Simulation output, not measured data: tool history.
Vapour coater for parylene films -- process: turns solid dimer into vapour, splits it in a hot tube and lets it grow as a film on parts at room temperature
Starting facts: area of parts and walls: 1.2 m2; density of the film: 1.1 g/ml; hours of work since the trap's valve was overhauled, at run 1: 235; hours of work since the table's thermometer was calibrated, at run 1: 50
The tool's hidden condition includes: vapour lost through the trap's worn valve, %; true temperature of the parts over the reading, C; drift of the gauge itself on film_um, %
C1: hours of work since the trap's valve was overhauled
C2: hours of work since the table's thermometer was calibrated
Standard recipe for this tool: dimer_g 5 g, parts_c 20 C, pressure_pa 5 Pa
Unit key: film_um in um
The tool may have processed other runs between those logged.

run 1 hour=0 | dimer_g=5 parts_c=20 pressure_pa=5 | C1=235 C2=50 | film_um=2.253
run 2 hour=30.8 | dimer_g=5 parts_c=20 pressure_pa=5 | C1=258 C2=73 | film_um=2.245
run 3 hour=51.8 | dimer_g=5 parts_c=20 pressure_pa=5 | C1=273 C2=89 | film_um=2.225
run 4 hour=66 | dimer_g=5 parts_c=20 pressure_pa=5 | C1=284 C2=100 | film_um=2.223
run 5 hour=95.4 | dimer_g=5 parts_c=20 pressure_pa=5 | C1=306 C2=122 | film_um=2.234
run 6 hour=122.4 | dimer_g=5 parts_c=20 pressure_pa=5 | C1=326 C2=142 | film_um=2.204
run 7 hour=146.7 | dimer_g=5 parts_c=20 pressure_pa=5 | C1=344 C2=160 | film_um=2.21
run 8 hour=164.5 | dimer_g=5 parts_c=20 pressure_pa=5 | C1=358 C2=173 | film_um=2.205
run 9 hour=186.2 | dimer_g=5 parts_c=20 pressure_pa=5.36 | C1=374 C2=190 | film_um=2.201
-- hour=214.4 trap's valve overhauled
run 10 hour=216.8 | dimer_g=5 parts_c=20 pressure_pa=5.36 | C1=2 C2=209 | film_um=2.304
run 11 hour=238.8 | dimer_g=5 parts_c=20 pressure_pa=5 | C1=18 C2=226 | film_um=2.329
run 12 hour=260.5 | dimer_g=5 parts_c=20 pressure_pa=5 | C1=34 C2=242 | film_um=2.32
run 13 hour=282.5 | dimer_g=5 parts_c=13 pressure_pa=5 | C1=51 C2=258 | film_um=3.269
run 14 hour=302.5 | dimer_g=5 parts_c=13 pressure_pa=5 | C1=66 C2=273 | film_um=3.246
run 15 hour=325.7 | dimer_g=5 parts_c=13 pressure_pa=5 | C1=83 C2=291 | film_um=3.259
run 16 hour=353.1 | dimer_g=5 parts_c=13 pressure_pa=5 | C1=104 C2=311 | film_um=3.256
run 17 hour=382.5 | dimer_g=5 parts_c=13 pressure_pa=5 | C1=126 C2=333 | film_um=3.254
run 18 hour=411.3 | dimer_g=5 parts_c=13 pressure_pa=5 | C1=147 C2=355 | film_um=3.242
run 19 hour=432.2 | dimer_g=5 parts_c=13 pressure_pa=5 | C1=163 C2=370 | film_um=3.225
run 20 hour=453.6 | dimer_g=5 parts_c=13 pressure_pa=5 | C1=179 C2=386 | film_um=3.221
run 21 hour=469.3 | dimer_g=5 parts_c=13 pressure_pa=5 | C1=190 C2=398 | film_um=3.218
run 22 hour=492.5 | dimer_g=4 parts_c=26 pressure_pa=3.87 | C1=208 C2=415 | film_um=1.369
run 23 hour=512.8 | dimer_g=3 parts_c=26 pressure_pa=5.67 | C1=223 C2=430 | film_um=0.999
run 24 hour=540.6 | dimer_g=3 parts_c=14 pressure_pa=5.67 | C1=244 C2=451 | film_um=1.824
run 25 hour=571.2 | dimer_g=3 parts_c=14 pressure_pa=5.67 | C1=266 C2=474 | film_um=1.817
run 26 hour=589.2 | dimer_g=4 parts_c=20 pressure_pa=3.93 | C1=280 C2=488 | film_um=1.823
run 27 hour=616.9 | dimer_g=4 parts_c=31 pressure_pa=3.93 | C1=301 C2=508 | film_um=1.054
run 28 hour=647.5 | dimer_g=3 parts_c=16 pressure_pa=2.72 | C1=323 C2=531 | film_um=1.688
run 29 hour=675.8 | dimer_g=3 parts_c=16 pressure_pa=2.72 | C1=345 C2=552 | film_um=1.702
run 30 hour=697.3 | dimer_g=7 parts_c=30 pressure_pa=5 | C1=361 C2=568 | film_um=1.902
run 31 hour=712.1 | dimer_g=8 parts_c=16 pressure_pa=3.4 | C1=372 C2=579 | film_um=4.456
-- hour=743.2 trap's valve overhauled
run 32 hour=745.3 | dimer_g=8 parts_c=30 pressure_pa=10.41 | C1=2 C2=601 | film_um=2.193
run 33 hour=767.6 | dimer_g=8 parts_c=30 pressure_pa=10.41 | C1=18 C2=618 | film_um=2.188
run 34 hour=783.9 | dimer_g=2 parts_c=18 pressure_pa=10.41 | C1=30 C2=630 | film_um=0.997
run 35 hour=807.6 | dimer_g=2 parts_c=18 pressure_pa=10.41 | C1=48 C2=648 | film_um=0.989
run 36 hour=827.7 | dimer_g=8 parts_c=14 pressure_pa=10.93 | C1=63 C2=663 | film_um=4.83
run 37 hour=848.1 | dimer_g=8 parts_c=12 pressure_pa=5.07 | C1=78 C2=678 | film_um=5.559

Here are 3 independent what-if runs from the current tool condition. What would each one return?
run A hour=874.7 | dimer_g=5 parts_c=12 pressure_pa=4.96 | C1=98 C2=698 | film_um=?
run B hour=874.7 | dimer_g=8 parts_c=14 pressure_pa=5.07 | C1=98 C2=698 | film_um=?
run C hour=874.7 | dimer_g=7 parts_c=12 pressure_pa=8.89 | C1=98 C2=698 | film_um=?

run=A film_um=3.464
run=B film_um=5.02
run=C film_um=4.704
What these runs would have given with no unlogged condition in the tool:
run=A film_um=3.45
run=B film_um=5
run=C film_um=4.685
